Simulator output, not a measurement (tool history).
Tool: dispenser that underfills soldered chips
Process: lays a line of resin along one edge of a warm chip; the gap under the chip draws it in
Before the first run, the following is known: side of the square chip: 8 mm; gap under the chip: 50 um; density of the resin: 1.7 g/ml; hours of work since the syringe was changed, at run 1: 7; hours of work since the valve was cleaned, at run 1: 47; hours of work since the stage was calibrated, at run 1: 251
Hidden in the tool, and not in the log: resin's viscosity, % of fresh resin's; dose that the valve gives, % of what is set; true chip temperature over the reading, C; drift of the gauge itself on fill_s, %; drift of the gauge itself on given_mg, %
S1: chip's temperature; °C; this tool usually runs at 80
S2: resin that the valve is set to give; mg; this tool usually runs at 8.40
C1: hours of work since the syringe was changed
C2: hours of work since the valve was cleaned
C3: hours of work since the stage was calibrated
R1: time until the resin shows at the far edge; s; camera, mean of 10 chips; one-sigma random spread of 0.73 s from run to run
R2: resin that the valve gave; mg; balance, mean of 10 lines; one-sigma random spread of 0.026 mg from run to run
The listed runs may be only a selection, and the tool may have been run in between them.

run    day  S1     S2  C1  C2   C3     R1     R2
  1  0.000  80   8.40   7  47  251   94.2   8.26
  2  0.212  80   8.40  10  50  254  112.6   8.22
     0.292  -- new syringe of resin
  3  0.421  80   8.40   2  53  257   69.2   8.23
  4  0.783  80   8.40   7  59  263   97.8   8.18
     1.021  -- new syringe of resin
  5  1.133  80   8.40   2  64  268   71.3   8.20
  6  1.400  80   7.46   6  68  272   91.8   7.25
  7  1.575  75   9.44   8  70  274  136.0   9.15
     1.754  -- new syringe of resin
  8  1.908  82  10.10   2  75  279   64.3   9.79
  9  2.242  82  10.66   7  80  284   86.7  10.32
     2.492  -- new syringe of resin
 10  2.583  81   8.06   1  85  289   66.6   7.79
 11  2.888  68   9.95   6  90  294  163.7   9.59
 12  3.133  80  10.54  10  94  298  107.8  10.16

Predict each of these 4 candidate next runs independently; none follows another, all start after run 12:
     3.221  -- new syringe of resin
  A  3.562  80   9.47   5  100  304   ?   ?
     3.221  -- new syringe of resin
  B  3.562  80   9.68   5  100  304   ?   ?
     3.221  -- new syringe of resin
  C  3.562  75  10.80   5  100  304   ?   ?
     3.221  -- new syringe of resin
  D  3.562  80  10.80   5  100  304   ?   ?

run     R1     R2
  A   85.2   9.06
  B   83.9   9.30
  C  109.0  10.35
  D   84.4  10.42
What these runs would have given with no unlogged condition in the tool:
run    R1     R2
  A  67.0   9.43
  B  66.0   9.68
  C  86.0  10.77
  D  66.6  10.85
